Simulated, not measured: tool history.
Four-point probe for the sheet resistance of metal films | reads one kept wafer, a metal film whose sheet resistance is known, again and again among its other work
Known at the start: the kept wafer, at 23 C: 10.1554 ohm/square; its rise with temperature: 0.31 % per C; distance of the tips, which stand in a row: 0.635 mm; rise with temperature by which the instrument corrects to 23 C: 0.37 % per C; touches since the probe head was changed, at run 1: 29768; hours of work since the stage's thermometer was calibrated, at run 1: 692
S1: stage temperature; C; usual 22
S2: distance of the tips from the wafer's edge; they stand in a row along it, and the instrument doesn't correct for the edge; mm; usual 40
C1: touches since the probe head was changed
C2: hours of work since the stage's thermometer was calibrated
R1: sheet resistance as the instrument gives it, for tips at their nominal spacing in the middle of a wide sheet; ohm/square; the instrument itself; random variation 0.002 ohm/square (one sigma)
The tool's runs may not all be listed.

run,hour,S1,S2,C1,C2,R1
1,0.0,22,40,29768,692,10.210963
2,124.8,22,40,30893,746,10.218166
3,251.8,23,40,32038,800,10.212867
4,319.5,19,40,32648,829,10.242784
5,421.7,19,40,33569,873,10.237998
6,529.5,19,40,34541,919,10.235602
7,619.6,19,40,35354,957,10.241740
8,737.4,19,40,36416,1007,10.240461
9,796.1,22,40,36944,1032,10.216460
10,883.2,22,12,37730,1070,10.237286
11,981.0,22,40,38612,1111,10.221832
12,1056.2,22,40,39290,1143,10.224500
13,1151.1,22,40,40145,1184,10.227013
14,1241.0,22,40,40955,1222,10.225561
15,1330.4,22,40,41761,1260,10.225924
16,1425.4,22,40,42618,1301,10.226192
17,1494.2,22,40,43239,1330,10.227398
18,1586.2,22,40,44068,1370,10.230948
19,1664.5,20,40,44773,1403,10.239231
20,1797.1,23,40,45969,1460,10.219586
21,1879.9,18,17,46716,1495,10.260518
22,2002.1,21,27,47817,1547,10.239275
23,2124.8,21,12,48923,1600,10.253211
24,2197.0,28,36,49574,1630,10.190948
25,2293.6,28,36,50445,1672,10.190293
26,2366.2,28,36,51099,1703,10.184288
27,2423.9,29,8,51619,1727,10.221466
28,2489.2,27,8,52208,1755,10.231108
29,2558.3,23,35,52831,1785,10.227303
# hour 2669.1: stage's thermometer calibrated
30,2677.4,23,35,53900,4,10.217555
31,2763.6,23,45,54677,40,10.217521
32,2882.2,33,45,55747,91,10.153726
33,2946.3,25,60,56325,118,10.205168
34,3027.2,22,6,57054,153,10.285816
35,3120.0,22,6,57890,192,10.286787
36,3237.4,22,6,58949,243,10.289916
37,3350.5,22,6,59968,291,10.283691
38,3450.9,29,61,60873,334,10.182020
39,3553.8,29,61,61802,378,10.181863

The same runs without the tool's hidden state, with the same run-to-run variation:
The hidden state here: inner tips' distance over the nominal, %; tips' flats over new ones', %; wafer's true temperature over the reading, C; drift of the gauge itself on sheet_ohm, %.
run,R1
1,10.158938
2,10.165227
3,10.159069
4,10.188251
5,10.182747
6,10.179596
7,10.185087
8,10.182954
9,10.158737
10,10.178819
11,10.162762
12,10.164913
13,10.166691
14,10.164655
15,10.164369
16,10.163971
17,10.164694
18,10.167564
19,10.175179
20,10.154839
21,10.194758
22,10.172889
23,10.185848
24,10.123675
25,10.122350
26,10.115849
27,10.152385
28,10.161453
29,10.157065
30,10.157144
31,10.156502
32,10.092267
33,10.142942
34,10.222533
35,10.222830
36,10.225112
37,10.218116
38,10.116420
39,10.115479

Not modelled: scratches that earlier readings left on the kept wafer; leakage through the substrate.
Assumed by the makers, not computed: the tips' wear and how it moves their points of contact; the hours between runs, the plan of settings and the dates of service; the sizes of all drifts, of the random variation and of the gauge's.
